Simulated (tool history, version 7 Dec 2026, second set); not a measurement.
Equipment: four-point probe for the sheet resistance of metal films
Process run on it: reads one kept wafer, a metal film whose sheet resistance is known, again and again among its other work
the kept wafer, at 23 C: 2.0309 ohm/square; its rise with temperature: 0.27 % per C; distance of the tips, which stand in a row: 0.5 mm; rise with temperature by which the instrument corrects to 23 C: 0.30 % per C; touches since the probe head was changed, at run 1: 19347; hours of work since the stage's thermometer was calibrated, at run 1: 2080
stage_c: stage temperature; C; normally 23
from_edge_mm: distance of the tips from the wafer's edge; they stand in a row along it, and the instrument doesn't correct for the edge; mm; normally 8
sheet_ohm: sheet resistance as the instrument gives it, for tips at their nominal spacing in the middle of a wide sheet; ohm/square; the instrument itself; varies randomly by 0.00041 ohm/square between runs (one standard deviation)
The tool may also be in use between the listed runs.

run,hour,stage_c,from_edge_mm,touches since the probe head was changed,hours of work since the stage's thermometer was calibrated,sheet_ohm
1,0,23,8,19347,2080,2.045776
2,20.1,23,8,19930,2090,2.045862
3,37.8,23,38,20446,2100,2.040827
4,59.3,23,38,21072,2111,2.042059
5,75.2,29,38,21533,2120,2.037066
6,88.5,19,8,21919,2127,2.049276
7,101.7,19,8,22305,2134,2.048936
8,118.8,19,8,22801,2143,2.048891
9,137.8,19,8,23353,2153,2.04919
10,153.1,19,8,23799,2161,2.048745
11,175.7,19,8,24455,2173,2.048728
12,190.3,19,8,24880,2181,2.049596
13,212.3,19,8,25520,2192,2.049698
# hour 214.4: stage's thermometer calibrated
14,223.8,23,41,25840,5,2.044554
15,238.7,23,41,26273,13,2.044081
16,256.8,23,41,26797,22,2.044483
17,277.2,30,8,27390,33,2.043813
18,294.5,26,8,27893,42,2.047539
19,307.9,27,57,28283,50,2.041524
20,327.7,27,57,28858,60,2.042314
21,342.7,27,57,29295,68,2.041961
# hour 346.5: stage's thermometer calibrated, once more
22,356.5,27,57,29681,5,2.035705
23,373.3,23,5,30171,14,2.05066
24,387.4,29,7,30582,22,2.040609
25,408.3,20,51,31187,33,2.041068
26,428.8,18,11,31784,44,2.045417
27,444,18,11,32225,52,2.045163
28,463.2,18,11,32784,62,2.045083
29,482.2,23,6,33335,72,2.047026
30,499.7,23,6,33845,81,2.047182
31,517.4,23,19,34359,91,2.040503
32,536,27,8,34899,101,2.041568
33,549.7,27,8,35298,108,2.040846
34,567.8,25,35,35823,117,2.039199

Predict each of these 3 candidate next runs independently; none follows another, all start after run 34:
A,591.4,23,7,36510,130,?
B,591.4,30,27,36510,130,?
C,591.4,25,10,36510,130,?

run,sheet_ohm
A,2.045351
B,2.035441
C,2.040805
With the hidden condition removed and each run's random variation left untouched, the same runs would have given:
run,sheet_ohm
A,2.036306
B,2.026437
C,2.031779

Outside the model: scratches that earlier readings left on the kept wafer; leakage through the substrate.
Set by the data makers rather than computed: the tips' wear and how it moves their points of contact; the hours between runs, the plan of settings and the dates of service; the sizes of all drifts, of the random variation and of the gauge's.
